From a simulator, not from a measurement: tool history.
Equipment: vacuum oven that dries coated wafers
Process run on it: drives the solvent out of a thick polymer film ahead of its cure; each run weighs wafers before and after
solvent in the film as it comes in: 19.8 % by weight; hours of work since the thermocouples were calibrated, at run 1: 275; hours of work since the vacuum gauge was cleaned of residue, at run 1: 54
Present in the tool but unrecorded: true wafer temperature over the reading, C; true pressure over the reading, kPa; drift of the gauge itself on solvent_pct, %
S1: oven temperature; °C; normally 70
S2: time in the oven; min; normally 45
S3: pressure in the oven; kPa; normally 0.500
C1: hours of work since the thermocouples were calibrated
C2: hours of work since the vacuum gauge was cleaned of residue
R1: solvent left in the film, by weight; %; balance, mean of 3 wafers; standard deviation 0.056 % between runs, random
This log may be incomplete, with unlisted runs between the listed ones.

run   hour  S1  S2     S3   C1   C2    R1
  1    0.0  70  45  0.500  275   54  2.62
  2    8.0  70  45  0.500  280   59  2.63
  3   18.0  70  45  0.500  286   65  2.53
  4   27.0  70  45  0.500  291   70  2.55
  5   38.6  83  45  0.500  298   77  0.67
  6   51.5  70  45  0.865  306   85  3.14
  7   64.2  70  22  0.500  313   92  6.28
  8   72.2  70  45  1.055  318   97  3.45
  9   86.2  70  45  0.500  327  105  2.67
 10  102.5  68  45  0.500  336  115  3.04
 11  116.8  68  45  0.500  345  124  3.10
 12  132.9  65  45  0.500  354  133  3.91
 13  141.9  65  45  0.500  360  138  3.98
 14  151.5  65  45  0.500  365  144  3.99
 15  158.4  65  45  0.500  369  148  3.97
 16  173.9  65  45  0.500  379  157  3.99
 17  183.1  65  41  0.500  384  163  4.53
 18  198.8  65  41  0.500  393  172  4.36
 19  206.1  70  45  0.500  398  177  2.64
 20  217.2  70  45  0.500  404  183  2.48
 21  228.4  60  45  0.500  411  190  5.59
 22  236.6  60  45  0.500  416  195  5.53
 23  245.2  60  45  0.500  421  200  5.65
 24  259.0  60  45  1.081  429  208  6.83
 25  269.7  60  45  1.081  435  214  6.79
 26  282.3  58  45  1.081  443  222  7.55
 27  293.8  58  45  1.081  450  229  7.50
 28  310.2  58  41  1.926  460  238  9.70
 29  323.8  70  45  0.923  468  246  3.25
 30  338.8  59  45  1.306  476  255  7.65
 31  354.3  63  36  1.074  486  265  6.98
 32  361.5  70  22  0.500  490  269  6.15
 33  373.7  70  22  0.500  497  276  6.26
 34  387.3  74  26  0.500  505  284  4.23
 35  396.6  82  34  0.605  511  290  1.55
 36  406.4  59  32  0.500  517  295  7.85
 37  415.7  73  45  0.651  522  301  2.22
 38  429.8  73  68  0.736  531  309  1.44
 39  446.1  56  45  0.383  540  319  6.95
 40  455.1  56  45  0.383  546  324  6.86
 41  470.3  56  50  0.349  555  333  6.09
 42  485.8  56  50  0.349  564  343  6.13
 43  498.9  61  45  0.455  572  350  5.28
 44  514.9  60  39  1.624  581  360  8.54
 45  527.7  60  39  1.624  589  368  8.74
 46  536.6  60  39  1.624  594  373  8.53

A few steps of R1 between consecutive runs. Split each: what settings, incoming material and random variation would produce without the hidden state, and what is left over for the hidden state, along with gauge scatter present in only one of the two compared results (measured, and without hidden state):
Run 28 -> 29: S1 58 -> 70, S2 41 -> 45, S3 1.926 -> 0.923. R1 -6.45 %: hidden state -0.06, all else -6.39.
Run 29 -> 30: S1 70 -> 59, S3 0.923 -> 1.306. R1 +4.40 %: hidden state +0.07, all else +4.33.
Run 35 -> 36: S1 82 -> 59, S2 34 -> 32, S3 0.605 -> 0.500. R1 +6.30 %: hidden state +0.09, all else +6.21.
Run 36 -> 37: S1 59 -> 73, S2 32 -> 45, S3 0.500 -> 0.651. R1 -5.63 %: hidden state -0.06, all else -5.57.
Run 38 -> 39: S1 73 -> 56, S2 68 -> 45, S3 0.736 -> 0.383. R1 +5.51 %: hidden state +0.13, all else +5.38.

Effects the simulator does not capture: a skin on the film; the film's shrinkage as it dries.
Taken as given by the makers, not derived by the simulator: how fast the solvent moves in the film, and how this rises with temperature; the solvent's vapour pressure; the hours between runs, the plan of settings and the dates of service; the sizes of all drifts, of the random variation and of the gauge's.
